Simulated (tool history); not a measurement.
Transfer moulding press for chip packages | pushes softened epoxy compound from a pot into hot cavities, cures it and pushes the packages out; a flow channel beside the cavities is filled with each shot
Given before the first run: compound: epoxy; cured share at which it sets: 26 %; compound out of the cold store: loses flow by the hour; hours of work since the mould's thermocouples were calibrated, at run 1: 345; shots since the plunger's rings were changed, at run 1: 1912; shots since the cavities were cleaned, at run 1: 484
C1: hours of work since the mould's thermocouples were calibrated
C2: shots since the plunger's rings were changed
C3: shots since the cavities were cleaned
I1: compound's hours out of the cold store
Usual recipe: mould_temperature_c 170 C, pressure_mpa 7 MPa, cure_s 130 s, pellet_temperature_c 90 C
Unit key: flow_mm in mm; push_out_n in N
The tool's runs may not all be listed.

Run 1, day 0: usual settings; C1 345; C2 1912; C3 484; I1 22.9. Result: flow_mm 918 mm, push_out_n 926 N.
At day 0.342: cavities cleaned with cleaning compound and waxed.
Run 2, day 2.288: usual settings; C1 371; C2 2304; C3 343; I1 36.6. Result: flow_mm 841 mm, push_out_n 819 N.
At day 3.583: cavities cleaned with cleaning compound and waxed.
Run 3, day 5.038: usual settings; C1 403; C2 2777; C3 256; I1 16.6. Result: flow_mm 943 mm, push_out_n 845 N.
Run 4, day 6.479: usual settings; C1 420; C2 3032; C3 511; I1 19. Result: flow_mm 925 mm, push_out_n 910 N.
At day 6.779: cavities cleaned with cleaning compound and waxed.
Run 5, day 7.996: usual settings; C1 437; C2 3288; C3 214; I1 37.8. Result: flow_mm 826 mm, push_out_n 747 N.
At day 8.817: plunger's sealing rings changed.
At day 9.912: cavities cleaned with cleaning compound and waxed.
Run 6, day 11.042: usual settings; C1 471; C2 382; C3 200; I1 18. Result: flow_mm 965 mm, push_out_n 731 N.
Run 7, day 12.738: usual settings; C1 491; C2 680; C3 498; I1 38.7. Result: flow_mm 843 mm, push_out_n 886 N.
At day 12.958: cavities cleaned with cleaning compound and waxed.
Run 8, day 14.788: usual settings; C1 514; C2 1031; C3 323; I1 21.8. Result: flow_mm 934 mm, push_out_n 843 N.
At day 16.083: cavities cleaned with cleaning compound and waxed.
Run 9, day 16.092: usual settings but mould_temperature_c 176 C; C1 529; C2 1249; C3 1; I1 34. Result: flow_mm 838 mm, push_out_n 460 N.
Run 10, day 18.071: usual settings but mould_temperature_c 176 C; C1 552; C2 1599; C3 351; I1 23.2. Result: flow_mm 892 mm, push_out_n 686 N.
At day 19.188: cavities cleaned with cleaning compound and waxed.
Run 11, day 19.596: usual settings but mould_temperature_c 176 C; C1 569; C2 1856; C3 72; I1 32.8. Result: flow_mm 835 mm, push_out_n 529 N.
Run 12, day 21.525: usual settings but mould_temperature_c 176 C; C1 592; C2 2196; C3 412; I1 35.3. Result: flow_mm 822 mm, push_out_n 700 N.
At day 22.288: cavities cleaned with cleaning compound and waxed.
Run 13, day 23.304: usual settings but mould_temperature_c 176 C; C1 612; C2 2499; C3 179; I1 17.7. Result: flow_mm 912 mm, push_out_n 571 N.
Run 14, day 24.788: usual settings but pressure_mpa 8.52 MPa; C1 630; C2 2761; C3 441; I1 36.7. Result: flow_mm 923 mm, push_out_n 851 N.
At day 25.396: cavities cleaned with cleaning compound and waxed.
Run 15, day 26.138: usual settings but pressure_mpa 5.55 MPa, cure_s 111 s; C1 645; C2 2988; C3 131; I1 47.9. Result: flow_mm 698 mm, push_out_n 868 N.
Run 16, day 27.679: usual settings but cure_s 158 s; C1 663; C2 3259; C3 402; I1 37.3. Result: flow_mm 828 mm, push_out_n 729 N.
At day 28.5: plunger's sealing rings changed.
At day 28.562: cavities cleaned with cleaning compound and waxed.
At day 29.533: mould's thermocouples calibrated.
Run 17, day 30.521: usual settings but mould_temperature_c 177 C, pressure_mpa 6.54 MPa; C1 12; C2 330; C3 330; I1 10. Result: flow_mm 936 mm, push_out_n 659 N.
At day 31.779: cavities cleaned with cleaning compound and waxed.
Run 18, day 32.412: usual settings but mould_temperature_c 171 C, pressure_mpa 6.54 MPa, cure_s 156 s; C1 33; C2 653; C3 112; I1 20.6. Result: flow_mm 905 mm, push_out_n 534 N.
At day 34.812: cavities cleaned with cleaning compound and waxed.
Run 19, day 34.812: usual settings but mould_temperature_c 165 C, pressure_mpa 8.32 MPa, cure_s 156 s; C1 61; C2 1065; C3 0; I1 40.8. Result: flow_mm 930 mm, push_out_n 534 N.
Run 20, day 36.871: usual settings but mould_temperature_c 165 C, pressure_mpa 8.32 MPa, cure_s 156 s; C1 85; C2 1428; C3 363; I1 36.7. Result: flow_mm 946 mm, push_out_n 811 N.
At day 37.838: cavities cleaned with cleaning compound and waxed.
Run 21, day 38.133: usual settings but pellet_temperature_c 98 C; C1 99; C2 1639; C3 52; I1 28.2. Result: flow_mm 884 mm, push_out_n 615 N.
Run 22, day 40.667: usual settings but pellet_temperature_c 98 C; C1 129; C2 2086; C3 499; I1 10.4. Result: flow_mm 984 mm, push_out_n 939 N.
At day 41: cavities cleaned with cleaning compound and waxed.
Run 23, day 43.512: usual settings but cure_s 133 s; C1 162; C2 2576; C3 442; I1 17.5. Result: flow_mm 940 mm, push_out_n 831 N.
At day 44.142: cavities cleaned with cleaning compound and waxed.
Run 24, day 45.292: usual settings but cure_s 133 s; C1 182; C2 2879; C3 203; I1 33. Result: flow_mm 853 mm, push_out_n 705 N.
At day 47.317: cavities cleaned with cleaning compound and waxed.
Run 25, day 47.317: usual settings but pressure_mpa 7.86 MPa, cure_s 133 s, pellet_temperature_c 97 C; C1 205; C2 3225; C3 0; I1 26.7. Result: flow_mm 935 mm, push_out_n 526 N.
At day 48.325: plunger's sealing rings changed.
Run 26, day 49.738: usual settings but pressure_mpa 7.86 MPa, cure_s 133 s, pellet_temperature_c 97 C; C1 232; C2 249; C3 408; I1 8.5. Result: flow_mm 1081 mm, push_out_n 856 N.
At day 50.558: cavities cleaned with cleaning compound and waxed.
Run 27, day 52.067: usual settings but pressure_mpa 7.86 MPa, cure_s 133 s, pellet_temperature_c 97 C; C1 259; C2 648; C3 265; I1 37. Result: flow_mm 900 mm, push_out_n 739 N.
Run 28, day 53.492: usual settings but pressure_mpa 7.86 MPa, cure_s 133 s, pellet_temperature_c 97 C; C1 276; C2 900; C3 517; I1 24.4. Result: flow_mm 969 mm, push_out_n 857 N.

Below are 3 alternative next runs, each starting from the tool's condition after run 28. Predict each:
At day 53.729: cavities cleaned with cleaning compound and waxed.
Run A, day 54.746: usual settings but mould_temperature_c 171 C, pressure_mpa 7.53 MPa, cure_s 133 s, pellet_temperature_c 97 C; C1 290; C2 1110; C3 180; I1 36.1. Result: flow_mm ?, push_out_n ?.
At day 53.729: cavities cleaned with cleaning compound and waxed.
Run B, day 54.746: usual settings but pressure_mpa 5.44 MPa, cure_s 154 s; C1 290; C2 1110; C3 180; I1 29.9. Result: flow_mm ?, push_out_n ?.
At day 53.729: cavities cleaned with cleaning compound and waxed.
Run C, day 54.746: usual settings but mould_temperature_c 166 C; C1 290; C2 1110; C3 180; I1 27. Result: flow_mm ?, push_out_n ?.

run  flow_mm  push_out_n
  A      879         651
  B      779         647
  C      918         956
With the hidden condition removed and each run's random variation left untouched, the same runs would have given:
run  flow_mm  push_out_n
  A      889         490
  B      788         491
  C      928         700

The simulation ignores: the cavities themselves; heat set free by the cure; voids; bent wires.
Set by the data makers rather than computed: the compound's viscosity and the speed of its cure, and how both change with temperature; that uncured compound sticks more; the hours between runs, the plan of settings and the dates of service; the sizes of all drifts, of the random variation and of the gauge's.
